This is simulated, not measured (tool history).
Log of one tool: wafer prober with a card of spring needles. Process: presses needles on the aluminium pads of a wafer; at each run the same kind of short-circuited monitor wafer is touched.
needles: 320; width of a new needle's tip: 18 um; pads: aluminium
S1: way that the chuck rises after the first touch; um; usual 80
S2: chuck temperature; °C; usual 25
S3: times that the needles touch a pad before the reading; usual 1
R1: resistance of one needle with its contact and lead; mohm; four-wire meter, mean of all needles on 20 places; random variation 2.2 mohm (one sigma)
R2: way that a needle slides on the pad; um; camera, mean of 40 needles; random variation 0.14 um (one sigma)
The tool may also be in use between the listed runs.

Run 1, hour 0.0: usual settings. Result: R1 266 mohm, R2 10.49 um.
At hour 0.7: tips cleaned on abrasive film.
At hour 3.2: tips cleaned on abrasive film.
At hour 5.7: tips cleaned on abrasive film.
At hour 8.2: tips cleaned on abrasive film.
At hour 10.6: tips cleaned on abrasive film.
At hour 13.7: tips cleaned on abrasive film.
At hour 16.4: tips cleaned on abrasive film.
Run 2, hour 16.4: usual settings but S2 37 °C. Result: R1 249 mohm, R2 10.61 um.
At hour 18.9: tips cleaned on abrasive film.
At hour 21.4: tips cleaned on abrasive film.
At hour 24.5: tips cleaned on abrasive film.
At hour 27.0: tips cleaned on abrasive film.
At hour 30.0: tips cleaned on abrasive film.
Run 3, hour 30.0: usual settings but S2 72 °C. Result: R1 262 mohm, R2 10.50 um.
At hour 32.5: tips cleaned on abrasive film.
At hour 35.0: tips cleaned on abrasive film.
At hour 37.4: tips cleaned on abrasive film.
At hour 40.5: tips cleaned on abrasive film.
At hour 43.6: tips cleaned on abrasive film.
Run 4, hour 45.6: usual settings but S1 62 um. Result: R1 293 mohm, R2 7.78 um.
At hour 46.3: tips cleaned on abrasive film.
At hour 48.8: tips cleaned on abrasive film.
At hour 51.3: tips cleaned on abrasive film.
At hour 53.8: tips cleaned on abrasive film.
At hour 56.2: tips cleaned on abrasive film.
Run 5, hour 58.3: usual settings but S1 62 um. Result: R1 294 mohm, R2 7.79 um.
At hour 58.9: tips cleaned on abrasive film.
At hour 61.4: tips cleaned on abrasive film.
At hour 63.9: tips cleaned on abrasive film.
At hour 66.4: tips cleaned on abrasive film.
At hour 69.5: tips cleaned on abrasive film.
Run 6, hour 70.9: usual settings but S1 62 um. Result: R1 286 mohm, R2 7.48 um.
At hour 72.2: tips cleaned on abrasive film.
At hour 75.3: tips cleaned on abrasive film.
At hour 77.8: tips cleaned on abrasive film.
At hour 80.2: tips cleaned on abrasive film.
At hour 82.7: tips cleaned on abrasive film.
At hour 85.8: tips cleaned on abrasive film.
Run 7, hour 86.1: usual settings. Result: R1 256 mohm, R2 10.15 um.
At hour 88.6: tips cleaned on abrasive film.
At hour 91.7: tips cleaned on abrasive film.
At hour 94.1: tips cleaned on abrasive film.
At hour 96.6: tips cleaned on abrasive film.
At hour 99.1: tips cleaned on abrasive film.
Run 8, hour 99.9: usual settings. Result: R1 262 mohm, R2 9.93 um.
At hour 100.8: height of the first contact set anew.
At hour 102.1: tips cleaned on abrasive film.
At hour 104.6: tips cleaned on abrasive film.
At hour 107.7: tips cleaned on abrasive film.
At hour 110.8: tips cleaned on abrasive film.
Run 9, hour 112.3: usual settings but S3 2. Result: R1 263 mohm, R2 9.56 um.
At hour 113.6: tips cleaned on abrasive film.
At hour 116.1: tips cleaned on abrasive film.
At hour 118.6: tips cleaned on abrasive film.
At hour 121.0: tips cleaned on abrasive film.
At hour 123.5: tips cleaned on abrasive film.
At hour 126.6: tips cleaned on abrasive film.
At hour 129.7: tips cleaned on abrasive film.
Run 10, hour 130.7: usual settings but S3 2. Result: R1 257 mohm, R2 9.55 um.
At hour 132.6: tips cleaned on abrasive film.
At hour 135.1: tips cleaned on abrasive film.
At hour 138.2: tips cleaned on abrasive film.
At hour 141.2: tips cleaned on abrasive film.
Run 11, hour 141.5: usual settings. Result: R1 258 mohm, R2 9.37 um.
At hour 144.0: tips cleaned on abrasive film.
At hour 146.5: tips cleaned on abrasive film.
At hour 149.5: tips cleaned on abrasive film.
At hour 152.0: tips cleaned on abrasive film.
At hour 154.5: tips cleaned on abrasive film.
Run 12, hour 155.3: usual settings but S1 73 um. Result: R1 273 mohm, R2 8.42 um.
At hour 157.2: tips cleaned on abrasive film.
At hour 160.3: tips cleaned on abrasive film.
At hour 162.7: tips cleaned on abrasive film.
At hour 165.2: tips cleaned on abrasive film.
At hour 167.7: tips cleaned on abrasive film.
Run 13, hour 168.8: usual settings but S1 62 um, S2 36 °C. Result: R1 295 mohm, R2 6.42 um.
At hour 170.7: tips cleaned on abrasive film.
At hour 173.2: tips cleaned on abrasive film.
At hour 176.3: tips cleaned on abrasive film.
At hour 178.7: tips cleaned on abrasive film.
At hour 181.2: tips cleaned on abrasive film.
At hour 183.7: tips cleaned on abrasive film.
Run 14, hour 183.8: usual settings but S1 77 um. Result: R1 258 mohm, R2 8.72 um.
At hour 186.3: tips cleaned on abrasive film.
At hour 188.8: tips cleaned on abrasive film.
At hour 191.9: tips cleaned on abrasive film.
At hour 194.9: tips cleaned on abrasive film.
At hour 196.4: height of the first contact set anew, once more.
At hour 198.3: tips cleaned on abrasive film.
Run 15, hour 200.4: usual settings but S1 79 um, S2 38 °C, S3 3. Result: R1 256 mohm, R2 11.34 um.
At hour 201.1: tips cleaned on abrasive film.
At hour 203.6: tips cleaned on abrasive film.
At hour 206.1: tips cleaned on abrasive film.
At hour 209.2: tips cleaned on abrasive film.
At hour 211.7: tips cleaned on abrasive film.
At hour 214.7: tips cleaned on abrasive film.
At hour 217.2: tips cleaned on abrasive film.
At hour 219.7: tips cleaned on abrasive film.
Run 16, hour 221.0: usual settings but S1 84 um, S2 36 °C, S3 2. Result: R1 256 mohm, R2 11.93 um.
At hour 222.3: tips cleaned on abrasive film.
At hour 224.8: tips cleaned on abrasive film.
At hour 227.8: tips cleaned on abrasive film.
At hour 230.9: tips cleaned on abrasive film.
At hour 233.4: tips cleaned on abrasive film.
Run 17, hour 233.9: usual settings but S1 81 um, S2 99 °C, S3 2. Result: R1 270 mohm, R2 11.16 um.
At hour 236.4: tips cleaned on abrasive film.
At hour 238.9: tips cleaned on abrasive film.
At hour 241.3: tips cleaned on abrasive film.
At hour 243.8: tips cleaned on abrasive film.
At hour 246.3: tips cleaned on abrasive film.
Run 18, hour 248.3: usual settings but S1 81 um, S2 99 °C, S3 2. Result: R1 275 mohm, R2 11.47 um.
At hour 249.0: tips cleaned on abrasive film.
At hour 251.5: tips cleaned on abrasive film.
At hour 254.0: tips cleaned on abrasive film.
At hour 256.5: tips cleaned on abrasive film.
At hour 259.0: tips cleaned on abrasive film.
At hour 262.0: tips cleaned on abrasive film.
At hour 265.1: tips cleaned on abrasive film.
Run 19, hour 266.3: usual settings but S1 66 um, S2 46 °C, S3 2. Result: R1 270 mohm, R2 9.01 um.
At hour 268.2: tips cleaned on abrasive film.
At hour 270.6: tips cleaned on abrasive film.
At hour 273.1: tips cleaned on abrasive film.
At hour 275.6: tips cleaned on abrasive film.
At hour 278.7: tips cleaned on abrasive film.
At hour 281.2: tips cleaned on abrasive film.
Run 20, hour 282.3: usual settings but S1 73 um, S2 42 °C, S3 2. Result: R1 267 mohm, R2 10.08 um.
At hour 284.2: tips cleaned on abrasive film.
At hour 287.2: tips cleaned on abrasive film.
At hour 289.7: tips cleaned on abrasive film.
At hour 292.2: tips cleaned on abrasive film.
At hour 295.3: tips cleaned on abrasive film.
At hour 297.8: tips cleaned on abrasive film.
Run 21, hour 298.0: usual settings but S1 73 um, S2 42 °C, S3 2. Result: R1 260 mohm, R2 9.72 um.
At hour 300.5: tips cleaned on abrasive film.
At hour 303.6: tips cleaned on abrasive film.
At hour 306.1: tips cleaned on abrasive film.
At hour 309.2: tips cleaned on abrasive film.
At hour 311.7: tips cleaned on abrasive film.
At hour 314.7: tips cleaned on abrasive film.
Run 22, hour 316.0: usual settings but S1 73 um, S2 42 °C, S3 2. Result: R1 269 mohm, R2 9.74 um.
At hour 317.3: tips cleaned on abrasive film.
At hour 320.3: tips cleaned on abrasive film.
At hour 323.4: tips cleaned on abrasive film.
At hour 325.9: tips cleaned on abrasive film.
At hour 328.4: tips cleaned on abrasive film.
At hour 330.9: tips cleaned on abrasive film.
At hour 334.0: tips cleaned on abrasive film.
Run 23, hour 335.2: usual settings but S1 61 um, S2 29 °C. Result: R1 294 mohm, R2 7.90 um.

3 ways to go on from here, each from the tool as it stands after run 23. What would each give?
At hour 336.5: tips cleaned on abrasive film.
At hour 339.0: tips cleaned on abrasive film.
At hour 341.4: tips cleaned on abrasive film.
At hour 343.9: tips cleaned on abrasive film.
Run A, hour 344.9: usual settings but S1 87 um, S2 70 °C, S3 3. Result: R1 ?, R2 ?.
At hour 336.5: tips cleaned on abrasive film.
At hour 339.0: tips cleaned on abrasive film.
At hour 341.4: tips cleaned on abrasive film.
At hour 343.9: tips cleaned on abrasive film.
Run B, hour 344.9: usual settings but S3 2. Result: R1 ?, R2 ?.
At hour 336.5: tips cleaned on abrasive film.
At hour 339.0: tips cleaned on abrasive film.
At hour 341.4: tips cleaned on abrasive film.
At hour 343.9: tips cleaned on abrasive film.
Run C, hour 344.9: usual settings but S2 124 °C, S3 3. Result: R1 ?, R2 ?.

run   R1     R2
  A  260  11.44
  B  261  10.63
  C  284  10.43
Without the tool's hidden state the same runs would have given:
run   R1     R2
  A  248  12.36
  B  243  11.54
  C  269  11.35
